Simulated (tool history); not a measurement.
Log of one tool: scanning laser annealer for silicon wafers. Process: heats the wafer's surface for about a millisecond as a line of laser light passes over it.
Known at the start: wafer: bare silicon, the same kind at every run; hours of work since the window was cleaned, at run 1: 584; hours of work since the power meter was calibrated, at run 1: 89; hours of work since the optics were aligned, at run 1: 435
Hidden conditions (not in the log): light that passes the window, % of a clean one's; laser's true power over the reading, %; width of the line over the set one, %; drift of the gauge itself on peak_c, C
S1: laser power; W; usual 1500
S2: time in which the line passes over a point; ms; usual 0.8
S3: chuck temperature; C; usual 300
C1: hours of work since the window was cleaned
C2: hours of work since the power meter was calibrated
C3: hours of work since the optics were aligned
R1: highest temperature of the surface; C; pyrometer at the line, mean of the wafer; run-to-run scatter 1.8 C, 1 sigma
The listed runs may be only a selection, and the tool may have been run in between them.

| run | hour | S1 | S2 | S3 | C1 | C2 | C3 | R1 |
|---|---|---|---|---|---|---|---|---|
| 1 | 0 | 1500 | 0.8 | 300 | 584 | 89 | 435 | 982 |
| 2 | 7.4 | 1500 | 0.8 | 300 | 589 | 94 | 440 | 986 |
| 3 | 22.9 | 1500 | 0.8 | 300 | 600 | 105 | 451 | 982 |
| 4 | 31.7 | 1327 | 0.8 | 300 | 606 | 111 | 457 | 901 |
| 5 | 44.6 | 1327 | 0.8 | 300 | 615 | 120 | 466 | 903 |
| 6 | 54.4 | 1327 | 0.8 | 300 | 622 | 127 | 473 | 898 |
| 7 | 69.2 | 1500 | 0.755 | 300 | 632 | 138 | 484 | 960 |
| 8 | 81.7 | 1500 | 0.8 | 287 | 641 | 146 | 492 | 966 |
| 9 | 89.7 | 1500 | 0.571 | 287 | 647 | 152 | 498 | 868 |
| 10 | 100.1 | 1343 | 0.863 | 292 | 654 | 159 | 505 | 918 |
| 11 | 111.5 | 1343 | 0.863 | 292 | 662 | 167 | 513 | 918 |
| 12 | 119.9 | 1343 | 0.863 | 292 | 668 | 173 | 519 | 923 |
| 13 | 129.6 | 1343 | 0.863 | 292 | 675 | 180 | 526 | 918 |
| 14 | 142.6 | 1343 | 0.863 | 292 | 684 | 189 | 535 | 918 |

Consider 5 possible next runs. They are alternatives, not a sequence: every one starts from the tool as it was left by run 14. What does each give?
| A | 152.4 | 1440 | 0.657 | 267 | 691 | 196 | 542 | ? |
| B | 152.4 | 1346 | 0.972 | 292 | 691 | 196 | 542 | ? |
| C | 152.4 | 1604 | 0.854 | 316 | 691 | 196 | 542 | ? |
| D | 152.4 | 1500 | 0.801 | 300 | 691 | 196 | 542 | ? |
| E | 152.4 | 1422 | 0.646 | 295 | 691 | 196 | 542 | ? |

| run | R1 |
|---|---|
| A | 861 |
| B | 951 |
| C | 1060 |
| D | 977 |
| E | 875 |
Take away the tool's hidden state, keep each run's random variation, and the runs would have read:
| run | R1 |
|---|---|
| A | 889 |
| B | 983 |
| C | 1096 |
| D | 1009 |
| E | 902 |
